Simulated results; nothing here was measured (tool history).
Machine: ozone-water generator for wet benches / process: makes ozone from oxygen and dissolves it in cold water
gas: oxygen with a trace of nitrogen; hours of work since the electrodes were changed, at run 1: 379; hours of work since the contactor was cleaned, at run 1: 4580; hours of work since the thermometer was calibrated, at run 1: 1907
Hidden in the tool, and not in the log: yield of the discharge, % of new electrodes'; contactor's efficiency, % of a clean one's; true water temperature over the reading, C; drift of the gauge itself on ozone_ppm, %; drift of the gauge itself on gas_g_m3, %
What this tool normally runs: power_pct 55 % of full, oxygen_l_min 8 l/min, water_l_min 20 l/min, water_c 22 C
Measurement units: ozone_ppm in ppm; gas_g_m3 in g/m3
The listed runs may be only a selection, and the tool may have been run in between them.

| run | hour | power_pct | oxygen_l_min | water_l_min | water_c | hours of work since the electrodes were changed | hours of work since the contactor was cleaned | hours of work since the thermometer was calibrated | ozone_ppm | gas_g_m3 |
|---|---|---|---|---|---|---|---|---|---|---|
| 1 | 0 | 55 | 8 | 20 | 22 | 379 | 4580 | 1907 | 21.5 | 227.7 |
| 2 | 52.4 | 55 | 8 | 20 | 22 | 418 | 4619 | 1945 | 21.4 | 227.5 |
| 3 | 164.5 | 55 | 8 | 20 | 22 | 500 | 4701 | 2028 | 21.9 | 230.1 |
| 4 | 243.5 | 55 | 8 | 20 | 22 | 559 | 4759 | 2086 | 21.5 | 229.4 |
| 5 | 373 | 55 | 8 | 20 | 22 | 654 | 4855 | 2182 | 21.5 | 227.7 |
| 6 | 441.9 | 55 | 8 | 20 | 22 | 705 | 4906 | 2232 | 21.9 | 227.4 |
| 7 | 565.2 | 55 | 8 | 20 | 22 | 796 | 4996 | 2323 | 21.3 | 230.7 |
| 8 | 661.6 | 55 | 8 | 20 | 22 | 867 | 5067 | 2394 | 21.5 | 230.9 |
| 9 | 741.1 | 55 | 8 | 20 | 22 | 925 | 5126 | 2453 | 21.7 | 232 |
| 10 | 849.1 | 55 | 8 | 20 | 22 | 1005 | 5205 | 2532 | 21.7 | 230.7 |
| 11 | 906.3 | 55 | 8 | 17 | 22 | 1047 | 5248 | 2574 | 24 | 232.9 |
| 12 | 996 | 55 | 8 | 17 | 22 | 1113 | 5314 | 2640 | 23.8 | 235.1 |
| 13 | 1124.4 | 55 | 8 | 17 | 22 | 1208 | 5408 | 2735 | 24 | 235.6 |
| 14 | 1218 | 55 | 8 | 17 | 22 | 1276 | 5477 | 2804 | 24.2 | 234.7 |
| 15 | 1314.5 | 55 | 8 | 17 | 22 | 1348 | 5548 | 2875 | 24.5 | 235.5 |
|  | 1341.4 | gauge calibrated |
| 16 | 1427.9 | 55 | 6.11 | 20 | 22 | 1431 | 5632 | 2959 | 22.6 | 272 |
| 17 | 1531.8 | 55 | 6.11 | 20 | 22 | 1508 | 5708 | 3035 | 22.9 | 271.9 |
| 18 | 1630.3 | 55 | 6.11 | 20 | 22 | 1580 | 5781 | 3108 | 23.1 | 271.8 |
|  | 1665.8 | water thermometer calibrated |
| 19 | 1748.2 | 66 | 8.36 | 21 | 26 | 1667 | 5867 | 61 | 22 | 258.6 |
| 20 | 1863.9 | 55 | 8.36 | 21 | 26 | 1752 | 5953 | 146 | 19 | 224.3 |
| 21 | 1987.4 | 55 | 8 | 17 | 22 | 1843 | 6044 | 237 | 24.3 | 230.6 |
| 22 | 2054.5 | 55 | 8 | 17 | 22 | 1892 | 6093 | 286 | 24.4 | 229.7 |
| 23 | 2167.2 | 63 | 8 | 20 | 15 | 1975 | 6176 | 369 | 27.1 | 258.5 |
| 24 | 2273.9 | 63 | 8 | 20 | 15 | 2054 | 6255 | 448 | 27 | 257.6 |
| 25 | 2388.7 | 70 | 4.93 | 16 | 23 | 2138 | 6339 | 532 | 33 | 380.9 |
| 26 | 2479.9 | 91 | 5.68 | 17 | 26 | 2206 | 6406 | 600 | 35.7 | 427.1 |
| 27 | 2550.9 | 91 | 5.68 | 17 | 26 | 2258 | 6459 | 652 | 35.7 | 427.9 |
| 28 | 2645.7 | 55 | 6.6 | 20 | 22 | 2328 | 6529 | 722 | 22.4 | 263.9 |
| 29 | 2717 | 82 | 9.37 | 25 | 15 | 2380 | 6581 | 774 | 27.5 | 290.7 |
| 30 | 2823 | 82 | 9.37 | 25 | 15 | 2458 | 6659 | 852 | 27.4 | 290.1 |
| 31 | 2876.8 | 82 | 9.37 | 25 | 15 | 2498 | 6699 | 892 | 27.3 | 291.2 |
| 32 | 2990.1 | 61 | 9.37 | 28 | 15 | 2582 | 6782 | 976 | 19.5 | 231.9 |

What if the next run were any one of these 3? Each begins from the tool's condition after run 32:
|  | 3104.4 | contactor cleaned |
| A | 3120.6 | 61 | 7.05 | 17 | 15 | 2675 | 12 | 1069 | ? | ? |
|  | 3104.4 | contactor cleaned |
| B | 3120.6 | 55 | 8 | 17 | 22 | 2675 | 12 | 1069 | ? | ? |
|  | 3104.4 | contactor cleaned |
| C | 3120.6 | 61 | 9.37 | 28 | 29 | 2675 | 12 | 1069 | ? | ? |

| run | ozone_ppm | gas_g_m3 |
|---|---|---|
| A | 30.5 | 277.5 |
| B | 24.5 | 235.5 |
| C | 15.6 | 231.1 |
Had the tool no hidden state, the same runs would have come out as:
| run | ozone_ppm | gas_g_m3 |
|---|---|---|
| A | 30.6 | 267.6 |
| B | 24.5 | 227.1 |
| C | 15.6 | 222.9 |
